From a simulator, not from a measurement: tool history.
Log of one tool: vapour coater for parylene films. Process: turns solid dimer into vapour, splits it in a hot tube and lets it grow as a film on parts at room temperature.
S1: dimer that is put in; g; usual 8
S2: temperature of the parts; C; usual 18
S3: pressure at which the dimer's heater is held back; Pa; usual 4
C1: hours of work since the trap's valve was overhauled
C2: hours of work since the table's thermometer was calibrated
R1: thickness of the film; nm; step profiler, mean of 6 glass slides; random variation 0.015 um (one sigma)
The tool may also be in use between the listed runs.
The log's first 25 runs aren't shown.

run	hour	S1	S2	S3	C1	C2	R1
26	314.4	9	15	3.35	131	542	3200
27	322.3	9	15	3.35	138	548	3160
28	338.5	5	14	3.35	151	561	1810
29	350.1	4	13	7.74	160	571	1180
30	366	4	13	7.74	173	584	1220
31	380.9	8	11	4.28	185	596	2850
32	397.7	3	18	4.49	199	610	940
33	409.5	3	27	2.02	209	619	990
34	422.7	3	27	2.02	220	630	960
35	435.2	5	14	10.85	230	640	1370
36	442.9	8	21	2.4	236	646	2770
37	456.1	7	24	5.5	247	657	1890
38	468.3	5	18	4	257	667	1600
39	476.1	6	24	5.46	263	674	1630
40	487.2	6	24	5.46	272	683	1590
# hour 501.2: trap's valve overhauled
41	508.1	4	13	3.77	6	697	1440
42	522	5	11	3.91	17	708	1830
43	531.6	5	11	3.91	25	716	1820

Forecast each of these 5 alternatives for the next run:
A	547.7	8	18	10.22	38	729	?
B	547.7	5	15	3.91	38	729	?
C	547.7	5	12	6.93	38	729	?
D	547.7	6	11	2.03	38	729	?
E	547.7	8	18	4	38	729	?

run	R1
A	2080
B	1710
C	1570
D	2570
E	2580
Without the tool's hidden state the same runs would have given:
run	R1
A	2080
B	1710
C	1570
D	2570
E	2580

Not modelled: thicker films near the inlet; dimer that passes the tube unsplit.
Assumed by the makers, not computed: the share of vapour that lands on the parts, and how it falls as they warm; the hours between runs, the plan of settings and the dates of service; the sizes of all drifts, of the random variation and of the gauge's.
